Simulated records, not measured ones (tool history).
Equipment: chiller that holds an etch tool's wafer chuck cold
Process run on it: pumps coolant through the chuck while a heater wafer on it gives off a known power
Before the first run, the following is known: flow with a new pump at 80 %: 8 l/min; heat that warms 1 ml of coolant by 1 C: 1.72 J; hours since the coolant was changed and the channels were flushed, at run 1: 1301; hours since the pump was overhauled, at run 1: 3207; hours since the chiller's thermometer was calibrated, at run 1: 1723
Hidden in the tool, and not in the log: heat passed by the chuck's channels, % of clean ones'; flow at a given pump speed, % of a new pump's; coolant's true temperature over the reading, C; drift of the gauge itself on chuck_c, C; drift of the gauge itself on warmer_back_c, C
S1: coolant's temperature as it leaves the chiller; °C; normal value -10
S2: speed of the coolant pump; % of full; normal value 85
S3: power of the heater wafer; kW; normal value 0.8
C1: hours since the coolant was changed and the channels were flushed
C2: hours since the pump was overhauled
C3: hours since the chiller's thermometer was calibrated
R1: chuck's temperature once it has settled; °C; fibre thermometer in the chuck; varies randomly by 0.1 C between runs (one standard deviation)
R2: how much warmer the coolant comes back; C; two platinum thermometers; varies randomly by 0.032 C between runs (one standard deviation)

run 1 hour=0 | S1=-10 S2=85 S3=0.8 | C1=1301 C2=3207 C3=1723 | R1=-3.1 R2=3.46
run 2 hour=148.1 | S1=-10 S2=85 S3=0.8 | C1=1449 C2=3355 C3=1872 | R1=-3 R2=3.48
run 3 hour=253.7 | S1=-10 S2=76 S3=0.8 | C1=1555 C2=3461 C3=1977 | R1=-2.2 R2=3.91
run 4 hour=359 | S1=-10 S2=85 S3=0.498 | C1=1660 C2=3566 C3=2082 | R1=-5.8 R2=2.17
-- hour=404.8 chiller's thermometer calibrated
run 5 hour=509 | S1=-10 S2=85 S3=0.498 | C1=1809 C2=3715 C3=104 | R1=-5.6 R2=2.14
run 6 hour=582.7 | S1=-10 S2=85 S3=0.8 | C1=1883 C2=3789 C3=178 | R1=-3 R2=3.48
run 7 hour=728.6 | S1=-14 S2=85 S3=0.8 | C1=2029 C2=3935 C3=324 | R1=-6.9 R2=3.48
run 8 hour=882.4 | S1=-14 S2=85 S3=0.8 | C1=2183 C2=4089 C3=478 | R1=-6.7 R2=3.53
run 9 hour=1017.9 | S1=-14 S2=85 S3=0.8 | C1=2318 C2=4224 C3=613 | R1=-7 R2=3.48
-- hour=1031.1 coolant pump overhauled
run 10 hour=1134.4 | S1=-14 S2=85 S3=0.8 | C1=2430 C2=103 C3=725 | R1=-6.6 R2=3.62
run 11 hour=1238.5 | S1=-16 S2=85 S3=0.8 | C1=2534 C2=207 C3=829 | R1=-8.6 R2=3.59
-- hour=1303.5 coolant pump overhauled, once more
run 12 hour=1377.3 | S1=-16 S2=85 S3=0.8 | C1=2668 C2=74 C3=962 | R1=-9.3 R2=3.3
run 13 hour=1534.1 | S1=-16 S2=60 S3=0.8 | C1=2824 C2=231 C3=1119 | R1=-6.6 R2=4.77
run 14 hour=1663.7 | S1=-16 S2=60 S3=0.8 | C1=2954 C2=360 C3=1249 | R1=-6.5 R2=4.86
run 15 hour=1821.5 | S1=-10 S2=85 S3=0.8 | C1=3112 C2=518 C3=1407 | R1=-3.3 R2=3.26
run 16 hour=1903.9 | S1=-10 S2=85 S3=0.8 | C1=3194 C2=600 C3=1489 | R1=-3 R2=3.28
run 17 hour=2032.2 | S1=-17 S2=65 S3=0.614 | C1=3322 C2=729 C3=1617 | R1=-10.4 R2=3.46
run 18 hour=2115.4 | S1=-10 S2=73 S3=0.478 | C1=3406 C2=812 C3=1701 | R1=-5.2 R2=2.36
run 19 hour=2272.7 | S1=-10 S2=73 S3=0.478 | C1=3563 C2=969 C3=1858 | R1=-5.2 R2=2.32
run 20 hour=2393.6 | S1=-10 S2=73 S3=0.478 | C1=3684 C2=1090 C3=1979 | R1=-5.4 R2=2.33
run 21 hour=2501 | S1=-10 S2=73 S3=0.478 | C1=3791 C2=1197 C3=2086 | R1=-5.3 R2=2.33
-- hour=2539.9 chiller's thermometer calibrated
run 22 hour=2607.5 | S1=-19 S2=73 S3=0.431 | C1=3897 C2=1303 C3=68 | R1=-14.7 R2=2.09
run 23 hour=2695.1 | S1=-19 S2=73 S3=0.431 | C1=3984 C2=1391 C3=155 | R1=-14.6 R2=2.11
run 24 hour=2809.9 | S1=-19 S2=87 S3=0.686 | C1=4099 C2=1505 C3=270 | R1=-13.2 R2=2.78
run 25 hour=2893.9 | S1=-10 S2=85 S3=0.935 | C1=4183 C2=1589 C3=354 | R1=-1.7 R2=3.87
run 26 hour=2973.6 | S1=-15 S2=85 S3=0.8 | C1=4263 C2=1669 C3=434 | R1=-7.8 R2=3.36
run 27 hour=3044.2 | S1=-15 S2=85 S3=0.8 | C1=4333 C2=1740 C3=504 | R1=-7.6 R2=3.31
run 28 hour=3200.1 | S1=-18 S2=99 S3=0.408 | C1=4489 C2=1896 C3=660 | R1=-14.8 R2=1.39
run 29 hour=3357.6 | S1=-1 S2=96 S3=0.68 | C1=4647 C2=2053 C3=818 | R1=4.5 R2=2.46
run 30 hour=3477.8 | S1=-10 S2=93 S3=0.501 | C1=4767 C2=2173 C3=938 | R1=-5.9 R2=1.89
run 31 hour=3573 | S1=-6 S2=72 S3=0.559 | C1=4862 C2=2268 C3=1033 | R1=-0.4 R2=2.8
run 32 hour=3688.1 | S1=-1 S2=68 S3=0.8 | C1=4977 C2=2384 C3=1148 | R1=7.9 R2=4.33

For each run, the measured value with the value that run would have given without the tool's hidden condition subtracted. The run-to-run variation is shared by both, the gauge scatter possibly not:
run=1 R1=+0.2 R2=+0.18
run=2 R1=+0.3 R2=+0.19
run=3 R1=+0.3 R2=+0.22
run=4 R1=+0.1 R2=+0.13
run=5 R1=+0.2 R2=+0.13
run=6 R1=+0.5 R2=+0.22
run=7 R1=+0.4 R2=+0.22
run=8 R1=+0.5 R2=+0.23
run=9 R1=+0.5 R2=+0.24
run=10 R1=+0.6 R2=+0.32
run=11 R1=+0.6 R2=+0.33
run=12 R1=+0.1 R2=+0
run=13 R1=+0.2 R2=+0.01
run=14 R1=+0.2 R2=+0.01
run=15 R1=+0.1 R2=+0.02
run=16 R1=+0.2 R2=+0.02
run=17 R1=+0.1 R2=+0.03
run=18 R1=+0.1 R2=+0.02
run=19 R1=+0 R2=+0.03
run=20 R1=+0.1 R2=+0.03
run=21 R1=+0.1 R2=+0.04
run=22 R1=+0.2 R2=+0.04
run=23 R1=+0.2 R2=+0.04
run=24 R1=+0.3 R2=+0.06
run=25 R1=+0.5 R2=+0.08
run=26 R1=+0.5 R2=+0.08
run=27 R1=+0.5 R2=+0.08
run=28 R1=+0.1 R2=+0.04
run=29 R1=+0.3 R2=+0.07
run=30 R1=+0.2 R2=+0.06
run=31 R1=+0.4 R2=+0.09
run=32 R1=+0.6 R2=+0.15
